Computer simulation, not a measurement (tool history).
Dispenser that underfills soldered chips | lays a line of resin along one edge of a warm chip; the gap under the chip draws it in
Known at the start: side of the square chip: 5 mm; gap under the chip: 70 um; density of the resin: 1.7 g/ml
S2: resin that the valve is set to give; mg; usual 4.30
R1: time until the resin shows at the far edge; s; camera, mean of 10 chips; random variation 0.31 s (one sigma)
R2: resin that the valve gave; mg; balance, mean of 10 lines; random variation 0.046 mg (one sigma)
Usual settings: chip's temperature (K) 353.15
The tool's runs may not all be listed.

run 1 day=0.000 | chip's_temperature_(K)=353.15 S2=4.30 | R1=9.8 R2=3.97
run 2 day=0.362 | chip's_temperature_(K)=353.15 S2=4.30 | R1=14.9 R2=4.05
-- day=0.408 new syringe of resin
run 3 day=0.762 | chip's_temperature_(K)=353.15 S2=4.30 | R1=11.4 R2=4.08
run 4 day=0.954 | chip's_temperature_(K)=353.15 S2=4.30 | R1=13.6 R2=4.04
-- day=1.054 new syringe of resin
run 5 day=1.192 | chip's_temperature_(K)=353.15 S2=4.30 | R1=9.0 R2=4.05
run 6 day=1.362 | chip's_temperature_(K)=353.15 S2=4.30 | R1=11.1 R2=3.97
run 7 day=1.658 | chip's_temperature_(K)=359.15 S2=4.30 | R1=12.4 R2=4.06
-- day=1.692 new syringe of resin
run 8 day=1.879 | chip's_temperature_(K)=359.15 S2=4.30 | R1=7.8 R2=3.91
run 9 day=2.238 | chip's_temperature_(K)=351.15 S2=3.98 | R1=15.4 R2=3.67
-- day=2.329 new syringe of resin
run 10 day=2.446 | chip's_temperature_(K)=351.15 S2=3.98 | R1=9.2 R2=3.61
run 11 day=2.717 | chip's_temperature_(K)=367.15 S2=4.60 | R1=7.2 R2=4.23
run 12 day=2.933 | chip's_temperature_(K)=351.15 S2=4.55 | R1=15.1 R2=4.17
-- day=2.971 new syringe of resin
-- day=3.329 dispensing valve cleaned and set on the balance
run 13 day=3.400 | chip's_temperature_(K)=347.15 S2=4.94 | R1=13.1 R2=4.91
-- day=3.650 new syringe of resin
run 14 day=3.688 | chip's_temperature_(K)=346.15 S2=4.79 | R1=9.5 R2=4.79
run 15 day=4.096 | chip's_temperature_(K)=346.15 S2=4.79 | R1=14.4 R2=4.74

4 ways to go on from here, each from the tool as it stands after run 15. What would each give?
-- day=4.300 new syringe of resin
run A day=4.433 | chip's_temperature_(K)=360.15 S2=5.42 | R1=? R2=?
-- day=4.300 new syringe of resin
run B day=4.433 | chip's_temperature_(K)=339.15 S2=4.79 | R1=? R2=?
-- day=4.300 new syringe of resin
run C day=4.433 | chip's_temperature_(K)=353.15 S2=4.31 | R1=? R2=?
-- day=4.300 new syringe of resin
run D day=4.433 | chip's_temperature_(K)=356.15 S2=5.30 | R1=? R2=?

run=A R1=7.2 R2=5.31
run=B R1=13.5 R2=4.79
run=C R1=8.3 R2=4.22
run=D R1=8.0 R2=5.17
Without the tool's hidden state the same runs would have given:
run=A R1=6.6 R2=5.38
run=B R1=12.5 R2=4.85
run=C R1=7.6 R2=4.27
run=D R1=7.4 R2=5.24
